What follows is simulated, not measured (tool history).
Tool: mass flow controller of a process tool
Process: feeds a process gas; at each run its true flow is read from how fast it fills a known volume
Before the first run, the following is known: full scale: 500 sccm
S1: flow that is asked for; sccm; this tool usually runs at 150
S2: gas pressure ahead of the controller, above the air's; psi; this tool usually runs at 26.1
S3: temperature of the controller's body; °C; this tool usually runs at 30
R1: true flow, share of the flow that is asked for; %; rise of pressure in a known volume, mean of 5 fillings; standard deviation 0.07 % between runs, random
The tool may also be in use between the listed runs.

run 1 hour=0 | S1=150 S2=26.1 S3=30 | R1=98.29
run 2 hour=122.5 | S1=150 S2=27 S3=30 | R1=98.36
run 3 hour=284 | S1=150 S2=26.1 S3=30 | R1=98.3
run 4 hour=431.7 | S1=150 S2=26.1 S3=30 | R1=98.21
run 5 hour=526.2 | S1=150 S2=26.1 S3=30 | R1=98.16
run 6 hour=663.5 | S1=150 S2=26.1 S3=30 | R1=98.16
run 7 hour=783.7 | S1=150 S2=23.6 S3=29 | R1=98.22
run 8 hour=951.7 | S1=150 S2=23.6 S3=29 | R1=98.11
run 9 hour=1126.4 | S1=150 S2=23.6 S3=28 | R1=98.16
run 10 hour=1295.1 | S1=150 S2=23.6 S3=28 | R1=98.17
run 11 hour=1373 | S1=142 S2=27.3 S3=29 | R1=97.88
run 12 hour=1529 | S1=150 S2=26.1 S3=36 | R1=97.23

Measured minus without-hidden-state, run by run (identical run-to-run variation in each term; gauge scatter may differ):
The hidden state here: flow at rest that the sensor doesn't see, % of full scale; true flow over the shown one, %; drift of the gauge itself on true_pct, %.
run=1 R1=+0
run=2 R1=-0.04
run=3 R1=-0.09
run=4 R1=-0.14
run=5 R1=-0.17
run=6 R1=-0.21
run=7 R1=-0.25
run=8 R1=-0.31
run=9 R1=-0.37
run=10 R1=-0.42
run=11 R1=-0.45
run=12 R1=-0.49

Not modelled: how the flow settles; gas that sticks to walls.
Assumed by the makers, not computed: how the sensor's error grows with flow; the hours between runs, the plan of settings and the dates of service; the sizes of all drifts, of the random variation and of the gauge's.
